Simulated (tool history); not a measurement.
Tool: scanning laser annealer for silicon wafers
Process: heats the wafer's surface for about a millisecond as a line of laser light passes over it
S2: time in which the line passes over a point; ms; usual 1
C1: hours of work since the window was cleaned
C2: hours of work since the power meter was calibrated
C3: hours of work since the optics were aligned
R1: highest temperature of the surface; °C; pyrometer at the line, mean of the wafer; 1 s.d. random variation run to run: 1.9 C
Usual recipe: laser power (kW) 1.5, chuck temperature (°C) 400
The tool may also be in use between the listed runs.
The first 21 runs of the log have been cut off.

run 22 day=22.604 | laser_power_(kW)=1.615 S2=1.09 chuck_temperature_(°C)=431 | C1=56 C2=694 C3=453 | R1=1231
run 23 day=23.988 | laser_power_(kW)=1.5 S2=1.21 chuck_temperature_(°C)=400 | C1=77 C2=715 C3=474 | R1=1169
-- day=25.217 window over the wafer cleaned, once more
run 24 day=25.492 | laser_power_(kW)=1.5 S2=1.08 chuck_temperature_(°C)=400 | C1=4 C2=737 C3=496 | R1=1175
run 25 day=26.608 | laser_power_(kW)=1.378 S2=1 chuck_temperature_(°C)=400 | C1=21 C2=754 C3=513 | R1=1067
run 26 day=28 | laser_power_(kW)=1.524 S2=0.82 chuck_temperature_(°C)=429 | C1=43 C2=776 C3=535 | R1=1110
run 27 day=29.246 | laser_power_(kW)=1.482 S2=1.24 chuck_temperature_(°C)=378 | C1=62 C2=795 C3=554 | R1=1189
run 28 day=30.092 | laser_power_(kW)=1.566 S2=1 chuck_temperature_(°C)=362 | C1=75 C2=808 C3=567 | R1=1143
run 29 day=31.079 | laser_power_(kW)=1.566 S2=1 chuck_temperature_(°C)=362 | C1=90 C2=823 C3=582 | R1=1142
run 30 day=32.596 | laser_power_(kW)=1.566 S2=1 chuck_temperature_(°C)=362 | C1=113 C2=846 C3=605 | R1=1139
run 31 day=33.904 | laser_power_(kW)=1.5 S2=1 chuck_temperature_(°C)=410 | C1=133 C2=866 C3=625 | R1=1147
run 32 day=34.825 | laser_power_(kW)=1.524 S2=0.78 chuck_temperature_(°C)=418 | C1=147 C2=880 C3=639 | R1=1079
run 33 day=35.679 | laser_power_(kW)=1.459 S2=1.07 chuck_temperature_(°C)=400 | C1=160 C2=894 C3=652 | R1=1134
run 34 day=36.638 | laser_power_(kW)=1.36 S2=0.76 chuck_temperature_(°C)=410 | C1=175 C2=908 C3=667 | R1=977
run 35 day=37.933 | laser_power_(kW)=1.276 S2=1 chuck_temperature_(°C)=400 | C1=195 C2=928 C3=687 | R1=997
run 36 day=39.021 | laser_power_(kW)=1.276 S2=1 chuck_temperature_(°C)=400 | C1=212 C2=945 C3=704 | R1=994
run 37 day=39.754 | laser_power_(kW)=1.287 S2=1 chuck_temperature_(°C)=407 | C1=223 C2=956 C3=715 | R1=1008
run 38 day=41.038 | laser_power_(kW)=1.592 S2=0.9 chuck_temperature_(°C)=394 | C1=243 C2=976 C3=734 | R1=1139
run 39 day=42.542 | laser_power_(kW)=1.318 S2=0.96 chuck_temperature_(°C)=394 | C1=266 C2=999 C3=758 | R1=998
run 40 day=43.283 | laser_power_(kW)=1.5 S2=0.94 chuck_temperature_(°C)=362 | C1=277 C2=1010 C3=769 | R1=1064

5 options for the next run, each taken on its own from the tool as it stands now. Forecast them:
run A day=44.633 | laser_power_(kW)=1.543 S2=1.1 chuck_temperature_(°C)=397 | C1=298 C2=1031 C3=790 | R1=?
run B day=44.633 | laser_power_(kW)=1.535 S2=1.12 chuck_temperature_(°C)=400 | C1=298 C2=1031 C3=790 | R1=?
run C day=44.633 | laser_power_(kW)=1.387 S2=0.94 chuck_temperature_(°C)=410 | C1=298 C2=1031 C3=790 | R1=?
run D day=44.633 | laser_power_(kW)=1.489 S2=1.01 chuck_temperature_(°C)=384 | C1=298 C2=1031 C3=790 | R1=?
run E day=44.633 | laser_power_(kW)=1.284 S2=1 chuck_temperature_(°C)=437 | C1=298 C2=1031 C3=790 | R1=?

run=A R1=1188
run=B R1=1187
run=C R1=1048
run=D R1=1107
run=E R1=1035
With the hidden condition removed and each run's random variation left untouched, the same runs would have given:
run=A R1=1213
run=B R1=1212
run=C R1=1068
run=D R1=1130
run=E R1=1054
